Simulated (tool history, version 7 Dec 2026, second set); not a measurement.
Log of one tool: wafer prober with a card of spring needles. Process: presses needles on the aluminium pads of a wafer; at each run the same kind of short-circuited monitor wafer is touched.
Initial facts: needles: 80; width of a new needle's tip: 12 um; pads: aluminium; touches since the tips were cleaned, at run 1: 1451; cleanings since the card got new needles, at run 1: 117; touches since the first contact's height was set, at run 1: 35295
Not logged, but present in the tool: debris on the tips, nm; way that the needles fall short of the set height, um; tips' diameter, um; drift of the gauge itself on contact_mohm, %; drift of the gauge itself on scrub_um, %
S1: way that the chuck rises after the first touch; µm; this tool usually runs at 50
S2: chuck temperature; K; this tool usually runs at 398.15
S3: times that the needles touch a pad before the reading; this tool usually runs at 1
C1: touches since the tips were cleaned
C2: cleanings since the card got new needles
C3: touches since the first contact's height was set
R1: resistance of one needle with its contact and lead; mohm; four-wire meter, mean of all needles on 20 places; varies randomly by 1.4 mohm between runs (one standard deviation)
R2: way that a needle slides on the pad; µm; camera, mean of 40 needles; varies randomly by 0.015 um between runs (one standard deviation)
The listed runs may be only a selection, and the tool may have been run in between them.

| run | hour | S1 | S2 | S3 | C1 | C2 | C3 | R1 | R2 |
|---|---|---|---|---|---|---|---|---|---|
| 1 | 0 | 50 | 398.15 | 1 | 1451 | 117 | 35295 | 123 | 13.26 |
|  | 6.8 | tips cleaned on abrasive film |
|  | 18.2 | tips cleaned on abrasive film |
|  | 29.5 | tips cleaned on abrasive film |
|  | 38.7 | tips cleaned on abrasive film |
|  | 43.5 | height of the first contact set anew |
|  | 49.1 | tips cleaned on abrasive film |
| 2 | 49.1 | 50 | 398.15 | 1 | 0 | 122 | 3326 | 122 | 13.22 |
|  | 60.4 | tips cleaned on abrasive film |
|  | 71.8 | tips cleaned on abrasive film |
|  | 83 | tips cleaned on abrasive film |
|  | 94.2 | tips cleaned on abrasive film |
| 3 | 96.1 | 50 | 398.15 | 3 | 1104 | 126 | 31363 | 121 | 13.21 |
|  | 105.2 | tips cleaned on abrasive film |
|  | 116.5 | tips cleaned on abrasive film |
|  | 127.8 | tips cleaned on abrasive film |
|  | 139.2 | tips cleaned on abrasive film |
| 4 | 141.6 | 50 | 327.15 | 1 | 1480 | 130 | 58530 | 113 | 13.18 |
|  | 146.4 | height of the first contact set anew |
|  | 148.8 | tips cleaned on abrasive film |
|  | 157.9 | tips cleaned on abrasive film |
|  | 169.1 | tips cleaned on abrasive film |
|  | 180.4 | tips cleaned on abrasive film |
| 5 | 181.5 | 38 | 327.15 | 1 | 659 | 134 | 20859 | 111 | 10.02 |
|  | 190.6 | tips cleaned on abrasive film |
|  | 201.8 | tips cleaned on abrasive film |
|  | 210.9 | tips cleaned on abrasive film |
| 6 | 215.4 | 38 | 327.15 | 1 | 2673 | 137 | 41059 | 114 | 10.01 |
|  | 222 | tips cleaned on abrasive film |
|  | 233.4 | tips cleaned on abrasive film |
|  | 244.8 | tips cleaned on abrasive film |
|  | 249.6 | height of the first contact set anew |
|  | 256.4 | tips cleaned on abrasive film |
| 7 | 262.3 | 38 | 327.15 | 1 | 3558 | 141 | 7620 | 114 | 9.97 |
|  | 266.9 | tips cleaned on abrasive film |
|  | 278.3 | tips cleaned on abrasive film |
|  | 289.6 | tips cleaned on abrasive film |
| 8 | 296.8 | 38 | 327.15 | 1 | 4335 | 144 | 28164 | 115 | 9.98 |
|  | 299.1 | tips cleaned on abrasive film |
|  | 310.5 | tips cleaned on abrasive film |
|  | 321.8 | tips cleaned on abrasive film |
| 9 | 326.3 | 38 | 327.15 | 1 | 2717 | 147 | 45773 | 112 | 9.96 |
|  | 331 | tips cleaned on abrasive film |
|  | 342.3 | tips cleaned on abrasive film |
|  | 351.6 | height of the first contact set anew |
|  | 353.9 | tips cleaned on abrasive film |
|  | 365.3 | tips cleaned on abrasive film |
| 10 | 367.7 | 38 | 327.15 | 1 | 1497 | 151 | 9620 | 117 | 9.93 |
|  | 374.6 | tips cleaned on abrasive film |
|  | 383.7 | tips cleaned on abrasive film |
| 11 | 391.8 | 50 | 398.15 | 1 | 4875 | 153 | 23966 | 121 | 13.08 |
|  | 394.1 | tips cleaned on abrasive film |
|  | 403.2 | tips cleaned on abrasive film |
|  | 414.6 | tips cleaned on abrasive film |
|  | 425.9 | tips cleaned on abrasive film |
|  | 437.1 | tips cleaned on abrasive film |
| 12 | 437.5 | 50 | 398.15 | 1 | 183 | 158 | 51137 | 120 | 13.07 |
|  | 446.6 | tips cleaned on abrasive film |
|  | 455.7 | tips cleaned on abrasive film |
|  | 456 | height of the first contact set anew |
|  | 467.2 | tips cleaned on abrasive film |
| 13 | 468.6 | 50 | 398.15 | 1 | 833 | 161 | 7517 | 123 | 13.07 |
|  | 477.7 | tips cleaned on abrasive film |
|  | 489 | tips cleaned on abrasive film |
|  | 500.4 | tips cleaned on abrasive film |
| 14 | 505.2 | 50 | 336.15 | 1 | 2940 | 164 | 29409 | 113 | 13.08 |
|  | 509.8 | tips cleaned on abrasive film |
|  | 521.1 | tips cleaned on abrasive film |
|  | 532.2 | tips cleaned on abrasive film |
|  | 541.3 | tips cleaned on abrasive film |
|  | 552.7 | tips cleaned on abrasive film |
| 15 | 554.9 | 52 | 373.15 | 2 | 1345 | 169 | 59004 | 118 | 13.59 |
|  | 559.7 | height of the first contact set anew |
|  | 564.3 | tips cleaned on abrasive film |
|  | 575.6 | tips cleaned on abrasive film |
|  | 586.9 | tips cleaned on abrasive film |
| 16 | 593.4 | 52 | 325.15 | 2 | 3926 | 172 | 20088 | 110 | 13.52 |
|  | 597.8 | tips cleaned on abrasive film |
|  | 609.2 | tips cleaned on abrasive film |
|  | 620 | tips cleaned on abrasive film |
| 17 | 620 | 52 | 325.15 | 2 | 0 | 175 | 35906 | 112 | 13.53 |
|  | 629.1 | tips cleaned on abrasive film |
|  | 640.5 | tips cleaned on abrasive film |
|  | 651.7 | tips cleaned on abrasive film |
| 18 | 652.3 | 52 | 325.15 | 2 | 342 | 178 | 55140 | 111 | 13.53 |
|  | 661 | tips cleaned on abrasive film |
|  | 663.6 | height of the first contact set anew |
|  | 672.7 | tips cleaned on abrasive film |
|  | 684 | tips cleaned on abrasive film |
|  | 695.3 | tips cleaned on abrasive film |
| 19 | 701 | 52 | 325.15 | 2 | 3440 | 182 | 22352 | 112 | 13.49 |
|  | 705.6 | tips cleaned on abrasive film |
|  | 714.7 | tips cleaned on abrasive film |
|  | 726.1 | tips cleaned on abrasive film |
|  | 737.4 | tips cleaned on abrasive film |
|  | 748.8 | tips cleaned on abrasive film |
| 20 | 749 | 69 | 314.15 | 2 | 118 | 187 | 50899 | 108 | 17.87 |
|  | 758.1 | tips cleaned on abrasive film |
|  | 767.2 | tips cleaned on abrasive film |
|  | 767.5 | height of the first contact set anew |
|  | 778.8 | tips cleaned on abrasive film |
|  | 790.2 | tips cleaned on abrasive film |
| 21 | 792.5 | 36 | 314.15 | 2 | 1433 | 191 | 14955 | 114 | 9.33 |
|  | 799.3 | tips cleaned on abrasive film |
|  | 810.7 | tips cleaned on abrasive film |
|  | 821.9 | tips cleaned on abrasive film |
|  | 833.2 | tips cleaned on abrasive film |
| 22 | 836.1 | 69 | 306.15 | 1 | 1738 | 195 | 40943 | 107 | 17.86 |
|  | 843 | tips cleaned on abrasive film |
|  | 847.5 | gauge calibrated |
|  | 854.3 | tips cleaned on abrasive film |
|  | 865.7 | tips cleaned on abrasive film |
|  | 870.5 | height of the first contact set anew |
| 23 | 870.7 | 56 | 326.15 | 1 | 2826 | 198 | 118 | 110 | 14.82 |
|  | 875.3 | tips cleaned on abrasive film |
|  | 886.5 | tips cleaned on abrasive film |
|  | 897.8 | tips cleaned on abrasive film |
| 24 | 905.6 | 34 | 398.15 | 1 | 4649 | 201 | 20926 | 125 | 8.97 |
|  | 907.9 | tips cleaned on abrasive film |
|  | 919.3 | tips cleaned on abrasive film |
|  | 930.6 | tips cleaned on abrasive film |
| 25 | 932.6 | 42 | 302.15 | 1 | 1171 | 204 | 36987 | 108 | 11.11 |
|  | 941.6 | tips cleaned on abrasive film |
|  | 952.8 | tips cleaned on abrasive film |
|  | 964.2 | tips cleaned on abrasive film |
|  | 973.5 | height of the first contact set anew |
|  | 975.8 | tips cleaned on abrasive film |
| 26 | 983.4 | 50 | 398.15 | 3 | 4561 | 208 | 5913 | 120 | 13.19 |
|  | 985.7 | tips cleaned on abrasive film |
|  | 997.1 | tips cleaned on abrasive film |
|  | 1008.3 | tips cleaned on abrasive film |
|  | 1019.6 | tips cleaned on abrasive film |
| 27 | 1023.5 | 44 | 361.15 | 1 | 2332 | 212 | 29809 | 117 | 11.6 |

Below, some changes in R2 between adjacent runs. For each, the amount present without the hidden state too (settings, incoming material, random variation) and the amount remaining for the hidden state with gauge scatter not shared by both compared results:
Run 20 -> 21: S1 69 -> 36, tips cleaned on abrasive film, tips cleaned on abrasive film, height of the first contact set anew, tips cleaned on abrasive film, tips cleaned on abrasive film. R2 -8.54 µm: hidden state +0.18, all else -8.72.
Run 21 -> 22: S1 36 -> 69, S2 314.15 -> 306.15, S3 2 -> 1, tips cleaned on abrasive film, tips cleaned on abrasive film, tips cleaned on abrasive film, tips cleaned on abrasive film. R2 +8.53 µm: hidden state -0.22, all else +8.75.
Run 22 -> 23: S1 69 -> 56, S2 306.15 -> 326.15, tips cleaned on abrasive film, gauge calibrated, tips cleaned on abrasive film, tips cleaned on abrasive film, height of the first contact set anew. R2 -3.04 µm: hidden state +0.43, all else -3.47.
